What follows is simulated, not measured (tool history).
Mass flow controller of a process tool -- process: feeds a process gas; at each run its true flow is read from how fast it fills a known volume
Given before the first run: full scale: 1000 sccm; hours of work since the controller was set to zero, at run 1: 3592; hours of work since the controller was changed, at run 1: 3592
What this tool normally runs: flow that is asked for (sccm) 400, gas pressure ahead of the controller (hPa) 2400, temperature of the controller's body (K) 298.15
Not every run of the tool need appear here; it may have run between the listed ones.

run	day	flow that is asked for (sccm)	gas pressure ahead of the controller (hPa)	temperature of the controller's body (K)	hours of work since the controller was set to zero	hours of work since the controller was changed	true flow (%)
1	0	400	2400	298.15	3592	3592	101.61
2	12.312	400	2400	298.15	3704	3704	101.67
3	24.692	359	2400	298.15	3817	3817	102.12
4	34.621	400	2400	298.15	3907	3907	101.97
5	44.104	400	2400	298.15	3993	3993	101.92
6	56.417	400	2400	298.15	4105	4105	101.99
# day 58.454: controller's zero set anew
7	64.688	400	2400	298.15	57	4180	103.85
8	74.492	400	2400	308.15	146	4270	104.46
9	83.729	400	2400	308.15	230	4354	104.38
10	94.871	400	2400	308.15	331	4455	104.51
# day 98.608: controller's zero set anew, once more
11	104.738	400	2400	298.15	56	4545	99.63
12	116.096	293	2400	300.15	159	4648	99.59
13	126.242	155	2400	300.15	251	4740	99.92
14	138.833	230	2140	310.15	366	4855	100.46
15	151.929	719	1530	307.15	485	4974	101.12
16	158.158	326	1940	298.15	542	5030	100.21
17	166.642	380	1580	298.15	619	5108	100.51
18	176.096	380	1580	298.15	705	5194	100.59
19	186.146	145	2400	296.15	796	5285	100.63
20	197.942	327	2070	296.15	903	5392	100.5
21	205.896	327	2070	296.15	976	5465	100.44

Below are 4 alternative next runs, each starting from the tool's condition after run 21. Predict each:
A	213.908	400	2440	298.15	1049	5537	?
B	213.908	361	2070	296.15	1049	5537	?
C	213.908	400	2400	311.15	1049	5537	?
D	213.908	989	2400	297.15	1049	5537	?

run	true flow (%)
A	100.27
B	100.54
C	100.92
D	100.59
Had the tool no hidden state, the same runs would have come out as:
run	true flow (%)
A	98.95
B	99.15
C	99.6
D	99.66

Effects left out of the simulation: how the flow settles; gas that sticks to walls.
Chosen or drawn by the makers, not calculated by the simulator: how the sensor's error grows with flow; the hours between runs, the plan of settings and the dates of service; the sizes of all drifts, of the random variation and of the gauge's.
